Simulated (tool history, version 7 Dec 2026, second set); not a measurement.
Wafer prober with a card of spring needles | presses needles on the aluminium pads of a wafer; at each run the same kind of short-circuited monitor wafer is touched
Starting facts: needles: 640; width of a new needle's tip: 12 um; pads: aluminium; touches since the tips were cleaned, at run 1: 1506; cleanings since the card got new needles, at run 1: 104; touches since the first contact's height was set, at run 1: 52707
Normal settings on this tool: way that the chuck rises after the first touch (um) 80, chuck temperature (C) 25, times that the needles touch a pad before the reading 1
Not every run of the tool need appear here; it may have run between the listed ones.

run   hour  way that the chuck rises after the first touch (um)  chuck temperature (C)  times that the needles touch a pad before the reading  touches since the tips were cleaned  cleanings since the card got new needles  touches since the first contact's height was set  resistance of one needle with its contact and lead (mohm)  way that a needle slides on the pad (um)
  1      0                                                   80                     25                                                      1                                 1506                                       104                                             52707                                                        229                                     15.87
       2.7  -- tips cleaned on abrasive film
      13.1  -- tips cleaned on abrasive film
        26  -- tips cleaned on abrasive film
        39  -- tips cleaned on abrasive film
        52  -- tips cleaned on abrasive film
      64.9  -- tips cleaned on abrasive film
  2   74.5                                                   80                     25                                                      1                                 1765                                       110                                             66322                                                        230                                      16.1
      77.2  -- tips cleaned on abrasive film
      90.2  -- tips cleaned on abrasive film
     100.6  -- tips cleaned on abrasive film
     113.6  -- tips cleaned on abrasive film
  3  114.6                                                   80                     25                                                      1                                  199                                       114                                             73633                                                        210                                     15.59
       125  -- tips cleaned on abrasive film
     135.4  -- tips cleaned on abrasive film
     148.4  -- tips cleaned on abrasive film
     161.4  -- tips cleaned on abrasive film
     174.3  -- tips cleaned on abrasive film
  4  177.1                                                   88                     25                                                      1                                  512                                       119                                             85049                                                        209                                     17.19
       185  -- tips cleaned on abrasive film
     195.4  -- tips cleaned on abrasive film
     208.3  -- tips cleaned on abrasive film
     218.7  -- tips cleaned on abrasive film
     231.7  -- tips cleaned on abrasive film
     242.1  -- tips cleaned on abrasive film
  5  247.2                                                   80                     25                                                      1                                  932                                       125                                             97837                                                        222                                     15.42
       255  -- tips cleaned on abrasive film
       268  -- tips cleaned on abrasive film
     280.9  -- tips cleaned on abrasive film
     293.9  -- tips cleaned on abrasive film
     304.3  -- tips cleaned on abrasive film
  6  312.3                                                   79                     25                                                      1                                 1483                                       130                                            109750                                                        226                                     15.06
       315  -- tips cleaned on abrasive film
     325.4  -- tips cleaned on abrasive film
     335.8  -- tips cleaned on abrasive film
     348.8  -- tips cleaned on abrasive film
     361.8  -- tips cleaned on abrasive film
     372.2  -- tips cleaned on abrasive film
     385.1  -- tips cleaned on abrasive film
     395.5  -- tips cleaned on abrasive film
  7  398.5                                                   79                     25                                                      1                                  542                                       138                                            125463                                                        213                                     14.89
     406.3  -- tips cleaned on abrasive film
     416.7  -- tips cleaned on abrasive film
     427.1  -- tips cleaned on abrasive film
     440.1  -- tips cleaned on abrasive film
     450.5  -- tips cleaned on abrasive film
     463.4  -- tips cleaned on abrasive film
  8    471                                                   80                     25                                                      2                                 1386                                       144                                            138702                                                        223                                     15.15
     476.2  -- tips cleaned on abrasive film
     489.2  -- tips cleaned on abrasive film
     502.2  -- tips cleaned on abrasive film
     515.1  -- tips cleaned on abrasive film
     528.1  -- tips cleaned on abrasive film
  9  529.1                                                   80                     25                                                      2                                  182                                       149                                            149314                                                        206                                      14.6
     539.5  -- tips cleaned on abrasive film
     552.5  -- tips cleaned on abrasive film
     565.4  -- tips cleaned on abrasive film
     578.4  -- tips cleaned on abrasive film
     588.8  -- tips cleaned on abrasive film
     601.8  -- tips cleaned on abrasive film
 10  609.8                                                   82                     25                                                      1                                 1477                                       155                                            164065                                                        231                                     15.58
     612.5  -- tips cleaned on abrasive film
     625.4  -- tips cleaned on abrasive film
     638.4  -- tips cleaned on abrasive film
     648.8  -- tips cleaned on abrasive film
     661.6  -- tips cleaned on abrasive film
 11  661.6                                                   80                     87                                                      1                                    0                                       160                                            173517                                                        221                                     14.54
     674.6  -- tips cleaned on abrasive film
     687.5  -- tips cleaned on abrasive film
       693  -- height of the first contact set anew
     700.8  -- tips cleaned on abrasive film
 12    701                                                   80                     25                                                      1                                   31                                       163                                              1453                                                        204                                      16.4
     711.3  -- tips cleaned on abrasive film
     721.7  -- tips cleaned on abrasive film
     734.7  -- tips cleaned on abrasive film
     745.1  -- tips cleaned on abrasive film
     758.1  -- tips cleaned on abrasive film
     768.5  -- tips cleaned on abrasive film
 13  771.8                                                   80                     67                                                      1                                  606                                       169                                             14376                                                        226                                     16.38

Forecast run 14:
     779.6  -- tips cleaned on abrasive film
     792.6  -- tips cleaned on abrasive film
       803  -- tips cleaned on abrasive film
     815.9  -- tips cleaned on abrasive film
     828.9  -- tips cleaned on abrasive film
 14  838.4                                                   89                     26                                                      2                                 1754                                       174                                             26561                                                          ?                                         ?

Run 14 produced resistance of one needle with its contact and lead (mohm) 217, way that a needle slides on the pad (um) 18.24.
If the tool had no hidden condition, the same run with the same run-to-run variation would have returned resistance of one needle with its contact and lead (mohm) 199, way that a needle slides on the pad (um) 18.5.
